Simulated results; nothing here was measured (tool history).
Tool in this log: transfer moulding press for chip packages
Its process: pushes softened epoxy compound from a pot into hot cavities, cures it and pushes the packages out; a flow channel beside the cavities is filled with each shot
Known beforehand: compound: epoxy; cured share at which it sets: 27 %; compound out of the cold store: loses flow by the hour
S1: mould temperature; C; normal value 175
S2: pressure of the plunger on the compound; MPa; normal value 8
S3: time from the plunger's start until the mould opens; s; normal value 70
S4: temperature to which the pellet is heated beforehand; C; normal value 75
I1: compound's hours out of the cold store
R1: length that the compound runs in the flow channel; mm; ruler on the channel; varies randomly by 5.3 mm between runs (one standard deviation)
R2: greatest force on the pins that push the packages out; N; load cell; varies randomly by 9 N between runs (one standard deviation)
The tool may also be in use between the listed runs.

run,hour,S1,S2,S3,S4,I1,R1,R2
1,0,175,8,70,75,38.2,590,717
# hour 15.9: cavities cleaned with cleaning compound and waxed
2,29,175,8,70,75,24.3,627,567
3,57.4,175,8,70,82,41.4,575,703
# hour 65.8: cavities cleaned with cleaning compound and waxed
4,76.3,175,8,70,82,13,658,541
5,92.2,175,8,70,82,11.6,651,682
# hour 116.2: cavities cleaned with cleaning compound and waxed
6,123.3,175,6.08,70,75,22,542,539
7,140.6,175,8,70,75,41.5,566,658
8,155.8,175,8,70,75,16.1,626,788
# hour 165.6: cavities cleaned with cleaning compound and waxed
9,180.2,175,8,70,75,12.1,650,619
10,202.8,175,8,103,75,10.1,650,425
# hour 215.1: cavities cleaned with cleaning compound and waxed
11,225.5,175,8,103,75,21.7,615,308
12,244.5,175,8,103,75,27.9,591,374
# hour 266: cavities cleaned with cleaning compound and waxed
13,266.7,175,8,103,75,17.6,617,244
# hour 287.1: plunger's sealing rings changed
14,296.9,175,8,103,75,14.1,673,385
# hour 317.7: cavities cleaned with cleaning compound and waxed
15,319.9,175,8,103,75,15.1,662,251
16,339.1,169,6.11,103,75,44,503,410

The next listed run, before its measurement:
17,357.7,171,7.08,70,85,39.4,?,?

R1: 544 mm
R2: 918 N
Without the tool's hidden state the same run would have given R1 552 mm, R2 485 N.

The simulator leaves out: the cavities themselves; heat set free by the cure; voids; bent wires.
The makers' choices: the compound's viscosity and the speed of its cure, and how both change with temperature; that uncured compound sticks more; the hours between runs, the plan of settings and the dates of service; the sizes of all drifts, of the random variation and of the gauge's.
